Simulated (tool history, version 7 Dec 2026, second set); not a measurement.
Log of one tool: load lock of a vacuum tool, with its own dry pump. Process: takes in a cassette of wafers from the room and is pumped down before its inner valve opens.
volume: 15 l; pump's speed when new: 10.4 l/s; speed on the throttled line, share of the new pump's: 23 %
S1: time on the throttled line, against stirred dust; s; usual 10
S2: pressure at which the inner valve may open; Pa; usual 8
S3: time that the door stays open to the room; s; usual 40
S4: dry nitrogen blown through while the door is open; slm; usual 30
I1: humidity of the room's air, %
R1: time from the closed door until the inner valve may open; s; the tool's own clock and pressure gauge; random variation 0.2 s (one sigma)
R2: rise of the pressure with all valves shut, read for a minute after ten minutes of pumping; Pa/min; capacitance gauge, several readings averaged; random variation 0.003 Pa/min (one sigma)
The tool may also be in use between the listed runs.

| run | hour | S1 | S2 | S3 | S4 | I1 | R1 | R2 |
|---|---|---|---|---|---|---|---|---|
| 1 | 0 | 10 | 8 | 40 | 30 | 46.3 | 21.6 | 0.059 |
| 2 | 111.4 | 10 | 8 | 40 | 30 | 44 | 21.7 | 0.05 |
| 3 | 236 | 10 | 8 | 106 | 30 | 47.8 | 22 | 0.061 |
| 4 | 383.4 | 10 | 8 | 106 | 30 | 43.8 | 21.5 | 0.064 |
| 5 | 480.8 | 10 | 8 | 106 | 30 | 45.7 | 22 | 0.064 |
| 6 | 603.2 | 10 | 8 | 40 | 5 | 41.1 | 21.8 | 0.067 |
| 7 | 772.4 | 10 | 15 | 40 | 30 | 41.8 | 20.8 | 0.054 |
| 8 | 869.2 | 10 | 8 | 40 | 30 | 43.4 | 22 | 0.056 |
| 9 | 957 | 10 | 8 | 40 | 30 | 48.3 | 22.1 | 0.057 |
| 10 | 1094.1 | 10 | 8 | 118 | 20 | 43.9 | 21.7 | 0.075 |
| 11 | 1253.5 | 10 | 8 | 40 | 18 | 43.8 | 21.8 | 0.059 |
| 12 | 1377.3 | 8 | 9 | 194 | 23 | 42.6 | 20.4 | 0.078 |
| 13 | 1482.1 | 6 | 8 | 40 | 7 | 44.4 | 18.9 | 0.071 |
| 14 | 1593.6 | 10 | 14 | 40 | 7 | 48.4 | 21.2 | 0.071 |
| 15 | 1738.8 | 6 | 6 | 40 | 11 | 40.6 | 19.5 | 0.067 |
| 16 | 1904.5 | 6 | 6 | 40 | 11 | 44.3 | 20 | 0.064 |

Forecast each of these 4 alternatives for the next run:
| A | 1997.6 | 18 | 6 | 40 | 16 | 45.6 | ? | ? |
| B | 1997.6 | 7 | 6 | 26 | 7 | 47.4 | ? | ? |
| C | 1997.6 | 5 | 6 | 40 | 31 | 48.3 | ? | ? |
| D | 1997.6 | 6 | 6 | 89 | 11 | 40.9 | ? | ? |

| run | R1 | R2 |
|---|---|---|
| A | 28.6 | 0.066 |
| B | 20.2 | 0.068 |
| C | 18.6 | 0.06 |
| D | 19.7 | 0.076 |
Without the tool's hidden state the same runs would have given:
| run | R1 | R2 |
|---|---|---|
| A | 28.1 | 0.034 |
| B | 19.5 | 0.036 |
| C | 17.8 | 0.027 |
| D | 19 | 0.044 |
